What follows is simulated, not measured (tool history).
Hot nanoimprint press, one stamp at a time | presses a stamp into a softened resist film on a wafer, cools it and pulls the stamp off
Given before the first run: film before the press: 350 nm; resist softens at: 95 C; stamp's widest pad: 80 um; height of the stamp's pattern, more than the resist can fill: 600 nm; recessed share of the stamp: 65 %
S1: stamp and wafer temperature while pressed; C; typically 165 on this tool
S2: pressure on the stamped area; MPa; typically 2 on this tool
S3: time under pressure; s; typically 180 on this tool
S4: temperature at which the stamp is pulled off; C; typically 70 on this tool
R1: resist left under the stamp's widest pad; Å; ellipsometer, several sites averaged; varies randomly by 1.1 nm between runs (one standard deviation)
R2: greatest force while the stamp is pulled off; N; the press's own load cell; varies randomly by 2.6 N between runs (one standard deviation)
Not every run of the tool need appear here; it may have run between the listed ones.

run	hour	S1	S2	S3	S4	R1	R2
1	0	165	2	180	70	1898	175
2	7.8	165	2	180	70	1904	177
3	16.7	165	2.37	180	70	1773	170
4	24.9	165	2.37	180	70	1772	179
5	32.2	165	2.37	180	70	1773	177
6	43.1	165	2.37	118	70	2049	179
7	50.4	165	2	234	70	1719	178
8	58.2	165	2	234	70	1710	183
9	66.2	165	2.69	234	70	1529	180
10	71.7	165	2.69	200	70	1606	182
11	77	165	2	103	70	2226	188
12	82.8	165	2	103	70	2220	184
13	100.6	165	2	103	70	2242	114
14	111	165	2	180	70	1872	119
15	120.3	165	2	180	70	1878	120
16	128.7	165	2	180	70	1879	118
17	139.1	165	2.17	180	70	1823	121
18	150.6	171	2	108	70	1825	119
19	160.7	173	1.98	190	67	1359	124
20	172.2	159	2	112	63	2604	143
21	185.1	165	1.49	180	70	2097	130
22	195.9	165	1.49	180	70	2112	122
23	207.8	165	2.39	180	58	1752	160
24	219.5	161	1.6	180	64	2293	145
25	226.2	163	2	198	70	1962	126
26	236.3	163	2	198	70	1932	122
27	242.6	163	2	198	70	1916	128
28	250.6	165	2.94	180	65	1632	149
29	256.2	165	2.94	180	65	1611	149
30	266.9	165	2.94	180	65	1614	148
31	274.1	165	2.94	180	65	1606	147

Taken out of this log: 1 entry between the listed runs. Where each belongs, and how the hidden state differs across it:
In the gap between runs 12 and 13: stamp cleaned and given a new release coat (hour 93.2)
  true temperature over the reading, C: 0.26 -> 0.28; pressure that arrives at the usual setting, %: 98.08 -> 98.02; grip of the stamp's worn release coat, % over a new coat's: 53.2 -> 0.5
  measured minus no-state result, R1: -4 -> -5 Å; R2: +63 -> +0 N
